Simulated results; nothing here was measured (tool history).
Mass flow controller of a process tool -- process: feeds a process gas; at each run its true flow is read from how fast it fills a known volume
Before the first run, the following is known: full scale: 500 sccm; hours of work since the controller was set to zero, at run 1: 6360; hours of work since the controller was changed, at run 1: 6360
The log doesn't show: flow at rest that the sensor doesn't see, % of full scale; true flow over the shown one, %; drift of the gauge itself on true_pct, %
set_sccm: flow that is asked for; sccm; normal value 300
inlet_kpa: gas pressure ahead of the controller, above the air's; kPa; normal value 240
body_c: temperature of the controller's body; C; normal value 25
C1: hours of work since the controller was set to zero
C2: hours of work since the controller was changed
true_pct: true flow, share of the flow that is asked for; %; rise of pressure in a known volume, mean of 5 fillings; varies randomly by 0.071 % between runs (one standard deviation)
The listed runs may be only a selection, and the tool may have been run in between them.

{"run": 1, "day": 0.0, "set_sccm": 300, "inlet_kpa": 240, "body_c": 25, "C1": 6360, "C2": 6360, "true_pct": 101.96}
{"run": 2, "day": 14.712, "set_sccm": 300, "inlet_kpa": 240, "body_c": 25, "C1": 6503, "C2": 6503, "true_pct": 102.04}
{"run": 3, "day": 27.783, "set_sccm": 300, "inlet_kpa": 240, "body_c": 25, "C1": 6630, "C2": 6630, "true_pct": 102.1}
{"run": 4, "day": 43.479, "set_sccm": 300, "inlet_kpa": 240, "body_c": 25, "C1": 6782, "C2": 6782, "true_pct": 102.25}
{"run": 5, "day": 51.862, "set_sccm": 300, "inlet_kpa": 240, "body_c": 25, "C1": 6864, "C2": 6864, "true_pct": 102.22}
{"run": 6, "day": 68.483, "set_sccm": 300, "inlet_kpa": 240, "body_c": 25, "C1": 7025, "C2": 7025, "true_pct": 102.11}
{"run": 7, "day": 83.858, "set_sccm": 58, "inlet_kpa": 240, "body_c": 25, "C1": 7174, "C2": 7174, "true_pct": 110.46}
{"run": 8, "day": 99.446, "set_sccm": 300, "inlet_kpa": 240, "body_c": 25, "C1": 7326, "C2": 7326, "true_pct": 102.43}
{"run": 9, "day": 110.312, "set_sccm": 405, "inlet_kpa": 240, "body_c": 25, "C1": 7431, "C2": 7431, "true_pct": 102.01}
{"run": 10, "day": 121.204, "set_sccm": 300, "inlet_kpa": 152, "body_c": 25, "C1": 7537, "C2": 7537, "true_pct": 102.99}
{"run": 11, "day": 135.025, "set_sccm": 300, "inlet_kpa": 240, "body_c": 23, "C1": 7671, "C2": 7671, "true_pct": 102.62}
{"run": 12, "day": 147.625, "set_sccm": 300, "inlet_kpa": 240, "body_c": 31, "C1": 7793, "C2": 7793, "true_pct": 102.21}
{"run": 13, "day": 163.9, "set_sccm": 300, "inlet_kpa": 240, "body_c": 31, "C1": 7951, "C2": 7951, "true_pct": 102.28}
{"day": 164.946, "done": "controller's zero set anew"}
{"run": 14, "day": 175.317, "set_sccm": 300, "inlet_kpa": 240, "body_c": 31, "C1": 101, "C2": 8062, "true_pct": 103.9}
{"run": 15, "day": 185.042, "set_sccm": 300, "inlet_kpa": 240, "body_c": 25, "C1": 195, "C2": 8156, "true_pct": 104.19}
{"run": 16, "day": 197.029, "set_sccm": 300, "inlet_kpa": 196, "body_c": 25, "C1": 311, "C2": 8273, "true_pct": 104.36}
{"run": 17, "day": 205.85, "set_sccm": 300, "inlet_kpa": 240, "body_c": 25, "C1": 397, "C2": 8358, "true_pct": 104.4}
{"run": 18, "day": 218.612, "set_sccm": 300, "inlet_kpa": 240, "body_c": 25, "C1": 521, "C2": 8482, "true_pct": 104.31}
{"day": 224.917, "done": "controller exchanged for a calibrated one"}
{"run": 19, "day": 229.033, "set_sccm": 300, "inlet_kpa": 240, "body_c": 25, "C1": 40, "C2": 40, "true_pct": 99.49}
{"day": 232.812, "done": "controller's zero set anew, once more"}
{"run": 20, "day": 236.846, "set_sccm": 300, "inlet_kpa": 240, "body_c": 25, "C1": 39, "C2": 116, "true_pct": 99.63}
{"run": 21, "day": 244.358, "set_sccm": 300, "inlet_kpa": 240, "body_c": 25, "C1": 112, "C2": 189, "true_pct": 99.42}
{"run": 22, "day": 256.138, "set_sccm": 300, "inlet_kpa": 233, "body_c": 25, "C1": 226, "C2": 303, "true_pct": 99.72}
{"run": 23, "day": 265.154, "set_sccm": 300, "inlet_kpa": 240, "body_c": 25, "C1": 314, "C2": 390, "true_pct": 99.58}
{"run": 24, "day": 276.325, "set_sccm": 115, "inlet_kpa": 240, "body_c": 29, "C1": 422, "C2": 499, "true_pct": 99.53}
{"run": 25, "day": 291.546, "set_sccm": 65, "inlet_kpa": 143, "body_c": 29, "C1": 570, "C2": 647, "true_pct": 100.63}
{"run": 26, "day": 300.142, "set_sccm": 65, "inlet_kpa": 143, "body_c": 29, "C1": 654, "C2": 730, "true_pct": 100.73}
{"run": 27, "day": 306.833, "set_sccm": 65, "inlet_kpa": 170, "body_c": 25, "C1": 719, "C2": 795, "true_pct": 100.79}
{"run": 28, "day": 319.238, "set_sccm": 52, "inlet_kpa": 223, "body_c": 25, "C1": 839, "C2": 915, "true_pct": 101.09}
{"run": 29, "day": 333.808, "set_sccm": 52, "inlet_kpa": 223, "body_c": 25, "C1": 980, "C2": 1057, "true_pct": 101.33}
{"run": 30, "day": 348.917, "set_sccm": 416, "inlet_kpa": 174, "body_c": 23, "C1": 1127, "C2": 1204, "true_pct": 100.54}
{"run": 31, "day": 356.862, "set_sccm": 58, "inlet_kpa": 143, "body_c": 25, "C1": 1204, "C2": 1281, "true_pct": 101.99}
{"run": 32, "day": 373.367, "set_sccm": 58, "inlet_kpa": 203, "body_c": 25, "C1": 1364, "C2": 1441, "true_pct": 101.9}
{"run": 33, "day": 388.342, "set_sccm": 444, "inlet_kpa": 153, "body_c": 23, "C1": 1510, "C2": 1586, "true_pct": 100.79}
{"run": 34, "day": 395.558, "set_sccm": 140, "inlet_kpa": 240, "body_c": 25, "C1": 1580, "C2": 1656, "true_pct": 100.32}
{"run": 35, "day": 403.45, "set_sccm": 300, "inlet_kpa": 162, "body_c": 32, "C1": 1656, "C2": 1733, "true_pct": 100.19}
{"run": 36, "day": 418.171, "set_sccm": 300, "inlet_kpa": 170, "body_c": 25, "C1": 1799, "C2": 1876, "true_pct": 100.61}
{"run": 37, "day": 432.475, "set_sccm": 300, "inlet_kpa": 148, "body_c": 25, "C1": 1938, "C2": 2015, "true_pct": 100.8}
{"run": 38, "day": 444.992, "set_sccm": 300, "inlet_kpa": 181, "body_c": 25, "C1": 2060, "C2": 2136, "true_pct": 100.65}
{"run": 39, "day": 461.154, "set_sccm": 300, "inlet_kpa": 181, "body_c": 25, "C1": 2217, "C2": 2293, "true_pct": 100.75}
{"run": 40, "day": 474.075, "set_sccm": 300, "inlet_kpa": 181, "body_c": 25, "C1": 2342, "C2": 2418, "true_pct": 100.71}
{"run": 41, "day": 485.754, "set_sccm": 300, "inlet_kpa": 229, "body_c": 25, "C1": 2455, "C2": 2532, "true_pct": 100.61}
{"run": 42, "day": 497.675, "set_sccm": 382, "inlet_kpa": 190, "body_c": 32, "C1": 2571, "C2": 2648, "true_pct": 100.38}
{"run": 43, "day": 512.546, "set_sccm": 139, "inlet_kpa": 156, "body_c": 21, "C1": 2715, "C2": 2792, "true_pct": 102}
{"run": 44, "day": 522.596, "set_sccm": 139, "inlet_kpa": 156, "body_c": 21, "C1": 2813, "C2": 2889, "true_pct": 102.18}
{"run": 45, "day": 533.346, "set_sccm": 122, "inlet_kpa": 142, "body_c": 29, "C1": 2917, "C2": 2994, "true_pct": 102.2}
{"run": 46, "day": 546.854, "set_sccm": 215, "inlet_kpa": 233, "body_c": 40, "C1": 3048, "C2": 3125, "true_pct": 100.22}

How would selected steps in true_pct from run to run divide? Give the signed amount a tool lacking its hidden state would still show from settings, what came in and random variation, and the signed amount left for the hidden state, including any gauge scatter that is not in both of the compared results.
Run 6 -> 7: set_sccm 300 -> 58. true_pct +8.35 %: hidden state +8.55, all else -0.2.
Run 7 -> 8: set_sccm 58 -> 300. true_pct -8.03 %: hidden state -8.43, all else +0.4.
Run 18 -> 19: controller exchanged for a calibrated one. true_pct -4.82 %: hidden state -4.92, all else +0.1.
